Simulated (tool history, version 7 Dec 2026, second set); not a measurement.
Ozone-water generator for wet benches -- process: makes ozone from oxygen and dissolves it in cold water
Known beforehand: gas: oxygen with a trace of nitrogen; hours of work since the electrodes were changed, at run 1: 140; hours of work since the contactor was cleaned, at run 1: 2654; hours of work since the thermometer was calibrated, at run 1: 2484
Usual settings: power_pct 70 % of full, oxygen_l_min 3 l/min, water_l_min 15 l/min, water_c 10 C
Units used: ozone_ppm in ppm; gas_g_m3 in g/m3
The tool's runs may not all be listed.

run   hour  power_pct  oxygen_l_min  water_l_min  water_c  hours of work since the electrodes were changed  hours of work since the contactor was cleaned  hours of work since the thermometer was calibrated  ozone_ppm  gas_g_m3
  1      0         70             3           15       10                                              140                                           2654                                                2484       14.2     153.2
  2   43.2         70             3           15       10                                              182                                           2696                                                2526       14.3     154.6
  3   86.2         70             3           15       10                                              224                                           2738                                                2568       14.4     152.8
  4  121.6         70             3           15       10                                              258                                           2772                                                2602         14       154
  5  145.2         70             3           15       10                                              281                                           2795                                                2625       14.2     153.7
  6  173.8         70             3           15       10                                              309                                           2823                                                2653       14.2     153.5
  7  192.4         70             3           15       10                                              327                                           2841                                                2671         14     154.7
  8  227.9         70             3           13       10                                              361                                           2876                                                2706       16.4     153.9
  9  261.4         70             3           13       10                                              394                                           2908                                                2738       16.2     154.2
     264.7  -- water thermometer calibrated
 10  294.5         70             3           13       10                                              426                                           2940                                                  29       16.1     153.4
 11  334.5         70             3           14       10                                              465                                           2979                                                  68       15.1     153.7
 12  355.4         70             3           14       10                                              485                                           2999                                                  88         15     154.5
 13    374         60             3           10       10                                              503                                           3017                                                 106       18.5     136.4
 14  404.3         60             3           10       10                                              532                                           3047                                                 136       18.3     137.3
     422.3  -- water thermometer calibrated, once more
 15  443.5         60          2.12           10       10                                              570                                           3084                                                  21       17.6     161.4
 16  461.9         43             3           11        8                                              588                                           3102                                                  38       13.4     106.9
 17  486.8         44             3           15       16                                              612                                           3126                                                  63        9.2     109.3
 18  523.7         44             3           15       16                                              648                                           3162                                                  99        9.3     107.4
 19  552.8         44             3           15       16                                              676                                           3191                                                 127        9.4     108.7
 20    585         70             3           15        8                                              708                                           3222                                                 158         14     151.6

Branching from run 20: 3 alternative next runs. What would each branch give?
  A  615.5         70          1.91           15       10                                              737                                           3252                                                 188          ?         ?
  B  615.5         64             3           19        6                                              737                                           3252                                                 188          ?         ?
  C  615.5         86          2.03           20        8                                              737                                           3252                                                 188          ?         ?

run  ozone_ppm  gas_g_m3
  A       12.7     189.3
  B       10.1     143.8
  C       10.4     212.9
The same runs, with their run-to-run variation unchanged, on a tool lacking any hidden condition would have given:
run  ozone_ppm  gas_g_m3
  A       13.7     193.6
  B       11.1     146.9
  C       11.4     218.6

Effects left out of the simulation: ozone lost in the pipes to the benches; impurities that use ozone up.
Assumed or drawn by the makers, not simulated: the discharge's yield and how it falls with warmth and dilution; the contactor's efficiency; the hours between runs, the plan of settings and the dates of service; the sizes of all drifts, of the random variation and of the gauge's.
